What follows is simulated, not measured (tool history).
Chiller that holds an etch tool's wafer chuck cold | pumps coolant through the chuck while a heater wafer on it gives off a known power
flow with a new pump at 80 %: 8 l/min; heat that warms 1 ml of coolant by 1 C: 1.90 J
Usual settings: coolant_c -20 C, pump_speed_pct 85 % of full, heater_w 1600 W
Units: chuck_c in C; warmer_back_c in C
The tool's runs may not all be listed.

run 1 day=0 | coolant_c=-20 pump_speed_pct=85 heater_w=1600 | chuck_c=-6.5 warmer_back_c=6.02
run 2 day=0.962 | coolant_c=-29 pump_speed_pct=85 heater_w=1600 | chuck_c=-15.6 warmer_back_c=6.03
run 3 day=2.483 | coolant_c=-29 pump_speed_pct=85 heater_w=1600 | chuck_c=-15.5 warmer_back_c=6.05
run 4 day=3.425 | coolant_c=-20 pump_speed_pct=85 heater_w=1600 | chuck_c=-6.7 warmer_back_c=6.03
run 5 day=4.45 | coolant_c=-20 pump_speed_pct=85 heater_w=1600 | chuck_c=-6.7 warmer_back_c=6
run 6 day=5.608 | coolant_c=-20 pump_speed_pct=85 heater_w=1600 | chuck_c=-6.6 warmer_back_c=5.96
run 7 day=6.383 | coolant_c=-20 pump_speed_pct=85 heater_w=1600 | chuck_c=-6.4 warmer_back_c=6.02
run 8 day=7.738 | coolant_c=-20 pump_speed_pct=85 heater_w=1600 | chuck_c=-6.5 warmer_back_c=6.04
run 9 day=8.6 | coolant_c=-20 pump_speed_pct=85 heater_w=1600 | chuck_c=-6.4 warmer_back_c=6.04
run 10 day=10.179 | coolant_c=-20 pump_speed_pct=69 heater_w=1600 | chuck_c=-3.7 warmer_back_c=7.41
run 11 day=11.271 | coolant_c=-20 pump_speed_pct=69 heater_w=1600 | chuck_c=-3.9 warmer_back_c=7.46
run 12 day=12.796 | coolant_c=-20 pump_speed_pct=69 heater_w=1600 | chuck_c=-3.8 warmer_back_c=7.47
run 13 day=13.558 | coolant_c=-20 pump_speed_pct=69 heater_w=1600 | chuck_c=-3.8 warmer_back_c=7.41
run 14 day=14.583 | coolant_c=-20 pump_speed_pct=85 heater_w=1600 | chuck_c=-6.4 warmer_back_c=6.01
run 15 day=15.971 | coolant_c=-20 pump_speed_pct=85 heater_w=1600 | chuck_c=-6.4 warmer_back_c=6.08
run 16 day=16.825 | coolant_c=-20 pump_speed_pct=85 heater_w=1600 | chuck_c=-6.5 warmer_back_c=6.15
run 17 day=18.408 | coolant_c=-20 pump_speed_pct=85 heater_w=1600 | chuck_c=-6.6 warmer_back_c=6.02
run 18 day=19.996 | coolant_c=-20 pump_speed_pct=84 heater_w=1600 | chuck_c=-6.2 warmer_back_c=6.09
run 19 day=21.567 | coolant_c=-20 pump_speed_pct=84 heater_w=1600 | chuck_c=-6.1 warmer_back_c=6.12
run 20 day=22.521 | coolant_c=-29 pump_speed_pct=72 heater_w=1600 | chuck_c=-13.2 warmer_back_c=7.15
run 21 day=23.45 | coolant_c=-29 pump_speed_pct=72 heater_w=1600 | chuck_c=-13.3 warmer_back_c=7.16
run 22 day=24.825 | coolant_c=-20 pump_speed_pct=87 heater_w=1696 | chuck_c=-5.5 warmer_back_c=6.23
run 23 day=25.667 | coolant_c=-26 pump_speed_pct=77 heater_w=818 | chuck_c=-18.2 warmer_back_c=3.42
run 24 day=26.692 | coolant_c=-26 pump_speed_pct=77 heater_w=818 | chuck_c=-18 warmer_back_c=3.4
run 25 day=27.612 | coolant_c=-28 pump_speed_pct=73 heater_w=818 | chuck_c=-19.8 warmer_back_c=3.64
run 26 day=28.546 | coolant_c=-20 pump_speed_pct=73 heater_w=1100 | chuck_c=-9 warmer_back_c=4.85
run 27 day=29.733 | coolant_c=-23 pump_speed_pct=74 heater_w=2320 | chuck_c=-0.5 warmer_back_c=10.08
run 28 day=30.396 | coolant_c=-23 pump_speed_pct=74 heater_w=989 | chuck_c=-13.2 warmer_back_c=4.32
run 29 day=31.738 | coolant_c=-16 pump_speed_pct=74 heater_w=1642 | chuck_c=0.1 warmer_back_c=7.17
run 30 day=32.867 | coolant_c=-12 pump_speed_pct=85 heater_w=1600 | chuck_c=1.9 warmer_back_c=6.11
run 31 day=34.012 | coolant_c=-12 pump_speed_pct=85 heater_w=1600 | chuck_c=2 warmer_back_c=6.04

Measured less the same run without the tool's hidden state. The same run-to-run variation is in both; the gauge's scatter may not be:
The hidden state here: heat passed by the chuck's channels, % of clean ones'; flow at a given pump speed, % of a new pump's; coolant's true temperature over the reading, C; drift of the gauge itself on chuck_c, C; drift of the gauge itself on warmer_back_c, C.
run=1 chuck_c=+1.3 warmer_back_c=+0.06
run=2 chuck_c=+1.3 warmer_back_c=+0.06
run=3 chuck_c=+1.3 warmer_back_c=+0.07
run=4 chuck_c=+1.3 warmer_back_c=+0.06
run=5 chuck_c=+1.3 warmer_back_c=+0.07
run=6 chuck_c=+1.3 warmer_back_c=+0.07
run=7 chuck_c=+1.4 warmer_back_c=+0.07
run=8 chuck_c=+1.4 warmer_back_c=+0.07
run=9 chuck_c=+1.4 warmer_back_c=+0.07
run=10 chuck_c=+1.7 warmer_back_c=+0.09
run=11 chuck_c=+1.6 warmer_back_c=+0.1
run=12 chuck_c=+1.7 warmer_back_c=+0.1
run=13 chuck_c=+1.7 warmer_back_c=+0.1
run=14 chuck_c=+1.5 warmer_back_c=+0.08
run=15 chuck_c=+1.6 warmer_back_c=+0.09
run=16 chuck_c=+1.5 warmer_back_c=+0.09
run=17 chuck_c=+1.5 warmer_back_c=+0.09
run=18 chuck_c=+1.6 warmer_back_c=+0.09
run=19 chuck_c=+1.7 warmer_back_c=+0.1
run=20 chuck_c=+1.9 warmer_back_c=+0.11
run=21 chuck_c=+1.8 warmer_back_c=+0.12
run=22 chuck_c=+1.8 warmer_back_c=+0.11
run=23 chuck_c=+1 warmer_back_c=+0.06
run=24 chuck_c=+1.1 warmer_back_c=+0.05
run=25 chuck_c=+1.1 warmer_back_c=+0.07
run=26 chuck_c=+1.5 warmer_back_c=+0.09
run=27 chuck_c=+2.7 warmer_back_c=+0.18
run=28 chuck_c=+1.3 warmer_back_c=+0.08
run=29 chuck_c=+2.1 warmer_back_c=+0.13
run=30 chuck_c=+1.9 warmer_back_c=+0.11
run=31 chuck_c=+1.8 warmer_back_c=+0.12
